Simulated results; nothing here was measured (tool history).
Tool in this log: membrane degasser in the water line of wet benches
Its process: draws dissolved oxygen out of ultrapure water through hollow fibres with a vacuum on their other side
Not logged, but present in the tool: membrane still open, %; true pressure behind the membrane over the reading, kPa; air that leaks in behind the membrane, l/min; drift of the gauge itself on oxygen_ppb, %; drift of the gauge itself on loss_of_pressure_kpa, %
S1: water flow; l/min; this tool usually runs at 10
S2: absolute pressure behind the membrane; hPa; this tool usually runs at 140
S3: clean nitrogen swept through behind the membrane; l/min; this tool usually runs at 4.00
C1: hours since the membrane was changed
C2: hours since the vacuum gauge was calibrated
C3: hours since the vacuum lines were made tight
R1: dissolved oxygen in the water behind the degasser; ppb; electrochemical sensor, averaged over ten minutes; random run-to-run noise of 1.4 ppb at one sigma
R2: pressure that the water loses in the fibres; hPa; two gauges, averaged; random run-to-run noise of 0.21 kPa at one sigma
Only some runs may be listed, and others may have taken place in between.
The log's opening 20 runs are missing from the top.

run    hour  S1   S2    S3    C1    C2    C3     R1     R2
 21  1258.9   9  128  4.00  3802   544   527  109.3  441.9
 22  1315.8   9  128  3.74  3859   601   584  114.0  443.4
 23  1383.2  13  116  3.74  3926   668   651  245.5  644.4
 24  1457.6  13  122  2.73  4000   743   726  277.3  647.8
 25  1508.7  13  122  2.73  4052   794   777  282.2  648.1
 26  1568.4  13  122  2.73  4111   854   837  276.8  640.4
 27  1605.9  13  122  2.73  4149   891   874  277.6  643.2
 28  1682.0  13  122  2.88  4225   967   950  275.3  647.7
 29  1750.7   9  140  4.87  4294  1036  1019  105.8  443.8
 30  1819.6  11   94  1.84  4362  1105  1088  200.9  546.6
 31  1877.0  15  156  4.00  4420  1162  1145  360.4  746.2
 32  1959.9   7  122  4.00  4503  1245  1228   60.9  346.9

What if the next run were any one of these 4? Each begins from the tool's condition after run 32:
  A  2028.0   8  140  3.47  4571  1313  1296   ?   ?
  B  2028.0  14  344  4.48  4571  1313  1296   ?   ?
  C  2028.0   9  140  4.00  4571  1313  1296   ?   ?
  D  2028.0   6  209  3.12  4571  1313  1296   ?   ?

run     R1     R2
  A  101.1  400.6
  B  444.9  693.2
  C  117.7  447.0
  D   97.3  299.1
What these runs would have given with no unlogged condition in the tool:
run     R1     R2
  A   94.2  388.9
  B  421.3  673.0
  C  108.6  434.0
  D   93.6  290.4

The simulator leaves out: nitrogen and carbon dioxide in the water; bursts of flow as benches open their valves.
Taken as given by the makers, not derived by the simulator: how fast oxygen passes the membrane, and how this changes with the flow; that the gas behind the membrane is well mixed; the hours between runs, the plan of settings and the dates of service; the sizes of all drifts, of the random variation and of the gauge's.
